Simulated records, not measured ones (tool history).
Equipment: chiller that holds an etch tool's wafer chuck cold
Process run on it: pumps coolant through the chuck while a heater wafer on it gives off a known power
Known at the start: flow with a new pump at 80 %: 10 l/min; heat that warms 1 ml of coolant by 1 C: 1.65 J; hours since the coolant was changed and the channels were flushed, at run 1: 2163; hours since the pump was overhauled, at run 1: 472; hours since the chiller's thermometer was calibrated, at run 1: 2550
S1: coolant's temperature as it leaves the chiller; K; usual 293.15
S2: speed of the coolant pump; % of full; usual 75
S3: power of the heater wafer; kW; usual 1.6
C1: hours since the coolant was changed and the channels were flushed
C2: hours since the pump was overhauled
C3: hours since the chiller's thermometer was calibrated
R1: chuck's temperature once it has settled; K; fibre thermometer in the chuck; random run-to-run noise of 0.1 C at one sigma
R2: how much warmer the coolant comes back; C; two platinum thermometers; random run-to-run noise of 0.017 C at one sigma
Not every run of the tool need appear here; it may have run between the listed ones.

{"run": 1, "hour": 0.0, "S1": 293.15, "S2": 75, "S3": 1.6, "C1": 2163, "C2": 472, "C3": 2550, "R1": 309.25, "R2": 6.19}
{"run": 2, "hour": 16.2, "S1": 293.15, "S2": 75, "S3": 1.6, "C1": 2180, "C2": 488, "C3": 2566, "R1": 309.55, "R2": 6.23}
{"run": 3, "hour": 44.0, "S1": 293.15, "S2": 75, "S3": 1.6, "C1": 2207, "C2": 516, "C3": 2594, "R1": 309.35, "R2": 6.24}
{"run": 4, "hour": 67.6, "S1": 293.15, "S2": 75, "S3": 1.6, "C1": 2231, "C2": 540, "C3": 2617, "R1": 309.35, "R2": 6.23}
{"run": 5, "hour": 94.2, "S1": 293.15, "S2": 75, "S3": 1.6, "C1": 2258, "C2": 566, "C3": 2644, "R1": 309.25, "R2": 6.25}
{"run": 6, "hour": 119.2, "S1": 293.15, "S2": 75, "S3": 1.6, "C1": 2283, "C2": 591, "C3": 2669, "R1": 309.25, "R2": 6.24}
{"run": 7, "hour": 152.6, "S1": 293.15, "S2": 75, "S3": 1.6, "C1": 2316, "C2": 625, "C3": 2703, "R1": 309.25, "R2": 6.26}
{"run": 8, "hour": 190.0, "S1": 293.15, "S2": 75, "S3": 1.6, "C1": 2353, "C2": 662, "C3": 2740, "R1": 309.35, "R2": 6.32}
{"run": 9, "hour": 211.9, "S1": 293.15, "S2": 75, "S3": 1.6, "C1": 2375, "C2": 684, "C3": 2762, "R1": 309.25, "R2": 6.3}

What will run 10 give?
{"run": 10, "hour": 237.2, "S1": 293.15, "S2": 75, "S3": 1.6, "C1": 2401, "C2": 709, "C3": 2787, "R1": "?", "R2": "?"}

Run 10 measured R1 309.35 K, R2 6.31 C.
With the hidden condition absent and the run-to-run variation left alone, this run would have shown R1 309.35 K, R2 6.22 C.
